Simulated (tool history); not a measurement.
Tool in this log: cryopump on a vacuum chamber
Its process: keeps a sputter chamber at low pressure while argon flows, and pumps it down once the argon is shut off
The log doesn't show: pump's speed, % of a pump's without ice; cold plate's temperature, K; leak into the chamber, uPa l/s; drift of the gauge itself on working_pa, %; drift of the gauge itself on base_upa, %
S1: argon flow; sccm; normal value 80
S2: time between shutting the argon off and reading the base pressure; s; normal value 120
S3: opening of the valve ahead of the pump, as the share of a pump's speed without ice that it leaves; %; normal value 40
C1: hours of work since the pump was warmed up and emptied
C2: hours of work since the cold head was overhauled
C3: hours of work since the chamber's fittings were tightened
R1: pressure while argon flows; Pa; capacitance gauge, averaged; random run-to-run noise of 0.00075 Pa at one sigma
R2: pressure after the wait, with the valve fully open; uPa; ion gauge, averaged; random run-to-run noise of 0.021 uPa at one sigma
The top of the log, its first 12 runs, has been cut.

run	day	S1	S2	S3	C1	C2	C3	R1	R2
13	49.533	80	120	40	98	1160	1883	0.1432	0.74
14	54.462	80	120	40	155	1217	1940	0.142	0.84
15	57.029	80	120	40	184	1247	1969	0.1444	0.82
16	59.771	80	120	40	216	1278	2001	0.1458	0.81
17	62.708	80	120	40	249	1312	2035	0.1458	0.83
18	67.242	124	138	18	302	1364	2087	0.4933	0.85
19	71.638	49	22	36	352	1415	2138	0.1008	1.7
20	76.396	49	76	17	407	1470	2192	0.2089	1.05
21	80.504	49	76	17	454	1517	2240	0.2102	1.06
# day 83.792: pump warmed up, emptied and cooled again
22	83.792	66	297	37	0	1552	2275	0.1251	0.72
23	88.996	66	297	37	60	1612	2335	0.1261	0.74
24	92.588	137	227	40	101	1654	2376	0.244	0.81
25	94.721	137	227	40	126	1678	2401	0.2439	0.82
26	97.308	65	30	32	156	1708	2431	0.1444	1.39
27	101.4	67	99	40	203	1755	2478	0.1216	1.01
28	104.967	67	53	19	244	1796	2519	0.2524	1.21
29	108.625	67	53	19	286	1838	2561	0.2513	1.19
30	110.738	80	120	38	310	1862	2585	0.1567	1
31	114.875	87	61	30	358	1910	2633	0.2138	1.18
32	118.788	96	91	30	403	1955	2678	0.2392	1.14
33	120.896	44	93	29	427	1979	2702	0.1126	1.15

Alternative continuations, all from the tool just after run 33; predict every row:
A	125.15	80	150	53	476	2028	2751	?	?
B	125.15	74	243	40	476	2028	2751	?	?
C	125.15	110	21	58	476	2028	2751	?	?
D	125.15	72	93	17	476	2028	2751	?	?

run	R1	R2
A	0.1195	1.09
B	0.1449	1.07
C	0.1533	1.9
D	0.308	1.16
With the hidden condition removed and each run's random variation left untouched, the same runs would have given:
run	R1	R2
A	0.1037	0.25
B	0.1301	0.23
C	0.1315	1.09
D	0.2937	0.34
